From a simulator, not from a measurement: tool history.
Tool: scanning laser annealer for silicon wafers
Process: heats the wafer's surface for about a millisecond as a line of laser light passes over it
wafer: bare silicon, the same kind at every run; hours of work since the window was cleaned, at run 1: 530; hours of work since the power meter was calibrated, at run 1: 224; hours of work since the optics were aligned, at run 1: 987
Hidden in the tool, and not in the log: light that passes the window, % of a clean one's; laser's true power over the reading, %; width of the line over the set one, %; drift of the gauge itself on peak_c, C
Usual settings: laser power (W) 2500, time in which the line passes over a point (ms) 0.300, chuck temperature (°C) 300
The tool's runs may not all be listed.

run	day	laser power (W)	time in which the line passes over a point (ms)	chuck temperature (°C)	hours of work since the window was cleaned	hours of work since the power meter was calibrated	hours of work since the optics were aligned	highest temperature of the surface (°C)
1	0.000	2500	0.300	300	530	224	987	984
2	0.792	2500	0.300	300	540	234	997	984
3	1.371	2500	0.300	300	547	241	1003	982
4	1.983	2500	0.300	300	554	248	1011	981
5	2.612	2500	0.300	300	562	255	1018	980
6	3.467	2500	0.300	300	572	266	1029	982
7	4.362	2500	0.300	300	583	276	1039	980
8	5.512	2500	0.300	300	596	290	1053	981
9	6.458	2500	0.300	300	608	302	1065	981
10	7.442	2380	0.300	300	620	314	1076	950
11	8.612	2380	0.300	300	634	328	1091	948
12	9.133	2380	0.300	300	640	334	1097	945
13	10.058	2380	0.300	300	651	345	1108	950
14	11.104	2380	0.300	300	664	358	1120	948
# day 12.112: optics aligned, line set to its width
15	12.517	2500	0.331	300	678	372	5	1005
# day 13.108: window over the wafer cleaned
16	13.200	2500	0.331	300	1	379	12	1025
17	14.317	2500	0.331	300	15	393	25	1024
18	15.129	2729	0.300	330	24	402	35	1081
# day 16.112: optics aligned, line set to its width, once more
19	16.471	2727	0.235	330	38	416	4	1017
20	17.262	2591	0.231	335	47	426	14	984
21	18.446	2215	0.355	323	62	440	28	999
22	19.229	2310	0.300	266	71	449	37	917
23	20.000	2243	0.300	301	80	458	47	939
24	21.017	2551	0.300	274	93	471	59	989
25	21.750	2551	0.300	274	101	479	68	988
26	22.575	2209	0.300	296	111	489	78	921
27	23.175	2209	0.300	296	119	497	85	921
28	24.408	2675	0.300	334	133	511	100	1077
29	25.375	2675	0.300	334	145	523	111	1080
30	26.125	2675	0.225	299	154	532	120	960
31	27.371	2478	0.265	300	169	547	135	959
32	28.321	2478	0.265	300	180	558	147	955
33	28.933	2478	0.265	300	188	566	154	958
34	29.662	2383	0.354	265	196	575	163	981

Forecast each of these 4 alternatives for the next run:
A	30.925	2481	0.286	300	212	590	178	?
B	30.925	2383	0.354	317	212	590	178	?
C	30.925	2392	0.212	265	212	590	178	?
D	30.925	2259	0.215	264	212	590	178	?

run	highest temperature of the surface (°C)
A	978
B	1036
C	840
D	813
Without the tool's hidden state the same runs would have given:
run	highest temperature of the surface (°C)
A	989
B	1047
C	849
D	821
